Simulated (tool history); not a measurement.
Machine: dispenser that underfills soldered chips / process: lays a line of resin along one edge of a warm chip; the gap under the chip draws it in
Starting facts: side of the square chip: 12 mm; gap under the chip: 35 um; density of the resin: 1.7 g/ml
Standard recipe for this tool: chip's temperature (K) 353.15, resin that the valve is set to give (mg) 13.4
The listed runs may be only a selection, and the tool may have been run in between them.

run    day  chip's temperature (K)  resin that the valve is set to give (mg)  time until the resin shows at the far edge (s)  resin that the valve gave (mg)
  1      0                  353.15                                      13.4                                           285.1                           13.41
     0.083  -- new syringe of resin
  2  0.275                  353.15                                      14.2                                           244.9                           14.16
     0.496  -- new syringe of resin
  3  0.583                  353.15                                      14.2                                           216.9                           14.09
     0.892  -- new syringe of resin
  4  0.896                  353.15                                      14.2                                           195.9                           13.99
  5   1.25                  359.15                                      13.4                                           218.3                           13.19
     1.296  -- new syringe of resin
  6  1.521                  359.15                                      13.4                                           194.9                            13.1
       1.7  -- new syringe of resin
  7  1.879                  359.15                                      13.4                                           186.6                           13.07
     2.096  -- new syringe of resin
  8  2.096                  357.15                                      13.4                                             169                              13
  9  2.329                  357.15                                      13.4                                           215.3                           13.03
     2.512  -- new syringe of resin
 10  2.675                  357.15                                      13.4                                           199.7                           12.78
 11   2.85                  357.15                                      13.4                                           241.2                           12.88
     2.925  -- new syringe of resin
 12  3.146                  353.15                                      13.4                                           248.9                           12.82
     3.333  -- new syringe of resin
 13  3.475                  353.15                                      13.4                                           230.7                            12.7
 14  3.704                  353.15                                      13.4                                           285.1                            12.9
     3.746  -- new syringe of resin
 15  3.962                  353.15                                      11.9                                           255.5                           11.27
     4.146  -- new syringe of resin
 16  4.192                  353.15                                      13.4                                           207.9                            12.6
 17  4.454                  353.15                                      13.4                                             275                           12.67
     4.542  -- new syringe of resin
 18  4.792                  345.15                                      13.3                                           364.4                           12.54
     4.954  -- new syringe of resin
 19  5.121                  344.15                                      14.1                                           342.5                           13.21
 20    5.3                  344.15                                      14.1                                           405.1                           13.19
      5.35  -- new syringe of resin
 21  5.475                  345.15                                      13.9                                           314.5                            12.9
     5.746  -- new syringe of resin
 22  5.758                  362.15                                        15                                             137                           13.86
      6.15  -- new syringe of resin
 23   6.15                  362.15                                        15                                           135.5                           14.05
 24  6.425                  362.15                                        15                                           175.9                            13.9
     6.546  -- new syringe of resin
 25  6.817                  343.15                                      14.9                                           395.3                           13.65
     6.938  -- new syringe of resin
 26  7.179                  340.15                                      12.9                                           439.2                           11.87
     7.333  -- new syringe of resin
 27   7.35                  346.15                                      15.2                                           265.8                           13.86
 28  7.546                  358.15                                      16.1                                           192.5                           14.74
     7.738  -- dispensing valve cleaned and set on the balance
     7.771  -- new syringe of resin
 29  7.879                  358.15                                      16.1                                           171.7                           16.16
     8.171  -- new syringe of resin
 30  8.179                  339.15                                      13.6                                           373.8                           13.54
 31  8.542                  343.15                                      14.3                                           438.6                           14.15
     8.583  -- new syringe of resin
 32  8.917                  340.15                                      15.1                                           483.4                           14.85
         9  -- new syringe of resin
 33  9.229                  358.15                                        15                                           202.2                           14.73
     9.408  -- new syringe of resin
 34  9.471                  348.15                                      13.3                                           253.4                           13.06

Below, some changes in time until the resin shows at the far edge (s) between adjacent runs. For each, the amount present without the hidden state too (settings, incoming material, random variation) and the amount remaining for the hidden state with gauge scatter not shared by both compared results:
The hidden state here: resin's viscosity, % of fresh resin's; dose that the valve gives, % of what is set; true chip temperature over the reading, C; drift of the gauge itself on fill_s, %; drift of the gauge itself on given_mg, %.
Run 20 -> 21: chip's temperature (K) 344.15 -> 345.15, resin that the valve is set to give (mg) 14.1 -> 13.9, new syringe of resin. time until the resin shows at the far edge (s) -90.6: hidden state -78.2, all else -12.4.
Run 24 -> 25: chip's temperature (K) 362.15 -> 343.15, resin that the valve is set to give (mg) 15 -> 14.9, new syringe of resin. time until the resin shows at the far edge (s) +219.4: hidden state +40.2, all else +179.2.
Run 26 -> 27: chip's temperature (K) 340.15 -> 346.15, resin that the valve is set to give (mg) 12.9 -> 15.2, new syringe of resin. time until the resin shows at the far edge (s) -173.4: hidden state -81.8, all else -91.6.
Run 29 -> 30: chip's temperature (K) 358.15 -> 339.15, resin that the valve is set to give (mg) 16.1 -> 13.6, new syringe of resin. time until the resin shows at the far edge (s) +202.1: hidden state -31.2, all else +233.3.
Run 30 -> 31: chip's temperature (K) 339.15 -> 343.15, resin that the valve is set to give (mg) 13.6 -> 14.3. time until the resin shows at the far edge (s) +64.8: hidden state +137.1, all else -72.3.
Run 32 -> 33: chip's temperature (K) 340.15 -> 358.15, resin that the valve is set to give (mg) 15.1 -> 15, new syringe of resin. time until the resin shows at the far edge (s) -281.2: hidden state -75, all else -206.2.

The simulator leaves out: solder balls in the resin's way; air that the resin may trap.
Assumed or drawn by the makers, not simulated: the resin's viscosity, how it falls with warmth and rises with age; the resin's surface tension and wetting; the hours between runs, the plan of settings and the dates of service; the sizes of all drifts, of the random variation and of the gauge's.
